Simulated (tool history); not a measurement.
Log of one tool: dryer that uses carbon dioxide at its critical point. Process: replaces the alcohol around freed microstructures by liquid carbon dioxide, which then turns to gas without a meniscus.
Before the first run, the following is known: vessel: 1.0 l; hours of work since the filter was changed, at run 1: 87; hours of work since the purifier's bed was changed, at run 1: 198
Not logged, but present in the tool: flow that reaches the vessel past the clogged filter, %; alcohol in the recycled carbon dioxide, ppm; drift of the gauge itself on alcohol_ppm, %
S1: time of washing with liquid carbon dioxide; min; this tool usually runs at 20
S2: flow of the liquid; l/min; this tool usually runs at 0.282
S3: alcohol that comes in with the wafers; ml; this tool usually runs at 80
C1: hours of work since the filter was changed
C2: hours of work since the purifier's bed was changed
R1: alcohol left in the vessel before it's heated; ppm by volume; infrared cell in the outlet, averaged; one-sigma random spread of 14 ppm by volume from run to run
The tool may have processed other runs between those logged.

run,hour,S1,S2,S3,C1,C2,R1
1,0.0,20,0.282,80,87,198,983
2,11.3,30,0.282,80,95,206,143
3,23.7,22,0.282,80,104,215,645
4,34.0,20,0.350,80,111,223,347
5,42.4,20,0.282,80,118,229,1007
6,54.0,20,0.303,80,126,237,735
7,61.1,20,0.282,25,131,242,335
8,74.3,20,0.282,25,141,252,351
9,80.9,20,0.282,25,146,257,363
10,88.5,13,0.282,80,151,262,4656
11,97.4,13,0.282,80,158,269,4845
12,107.5,13,0.282,80,165,276,4660
13,119.3,23,0.282,80,174,285,597
14,130.8,23,0.282,80,182,293,597
15,140.3,20,0.417,80,189,300,167
16,150.1,20,0.417,80,196,307,174
17,161.6,20,0.417,80,204,315,171
18,170.7,20,0.282,80,211,322,1154
19,179.5,20,0.282,53,217,328,766
20,190.3,20,0.282,53,225,336,800
21,200.5,16,0.282,80,233,344,2657
22,208.5,20,0.282,80,238,349,1208
23,221.2,22,0.282,80,248,359,821
24,233.7,22,0.282,80,257,368,834
25,247.1,17,0.371,80,266,377,731
26,257.2,13,0.338,95,274,385,3554
27,268.4,22,0.338,95,282,393,411
28,274.4,28,0.282,86,286,397,320
29,284.1,23,0.252,63,293,404,943
30,293.8,28,0.282,83,300,411,301
31,305.9,28,0.282,83,309,420,314
32,315.2,14,0.285,84,316,427,4414
33,324.3,14,0.285,84,323,434,4449
34,335.2,14,0.285,84,331,442,4516
35,343.8,14,0.462,80,337,448,680
36,353.2,20,0.462,82,344,455,166
37,366.1,20,0.462,82,353,464,160
38,377.8,28,0.310,95,362,473,249
39,385.6,12,0.191,113,367,478,22242
40,391.5,12,0.191,113,371,483,22462
41,404.8,24,0.226,69,381,492,1465
# hour 412.0: inlet filter changed
42,415.4,25,0.226,69,2,499,857
43,427.1,20,0.225,80,11,508,2340
44,437.6,20,0.282,30,19,515,405
45,448.3,20,0.282,30,26,523,428
46,457.6,20,0.370,25,33,530,153
47,466.7,20,0.282,111,40,536,1291
48,476.3,16,0.346,67,47,543,841

Each row is a separate what-if for the run after 48, all from the same tool condition, not one after another. Results?
A,489.5,20,0.319,23,56,553,?
B,489.5,16,0.346,78,56,553,?
C,489.5,20,0.282,24,56,553,?

run,R1
A,233
B,979
C,374
Without the tool's hidden state the same runs would have given:
run,R1
A,127
B,818
C,257

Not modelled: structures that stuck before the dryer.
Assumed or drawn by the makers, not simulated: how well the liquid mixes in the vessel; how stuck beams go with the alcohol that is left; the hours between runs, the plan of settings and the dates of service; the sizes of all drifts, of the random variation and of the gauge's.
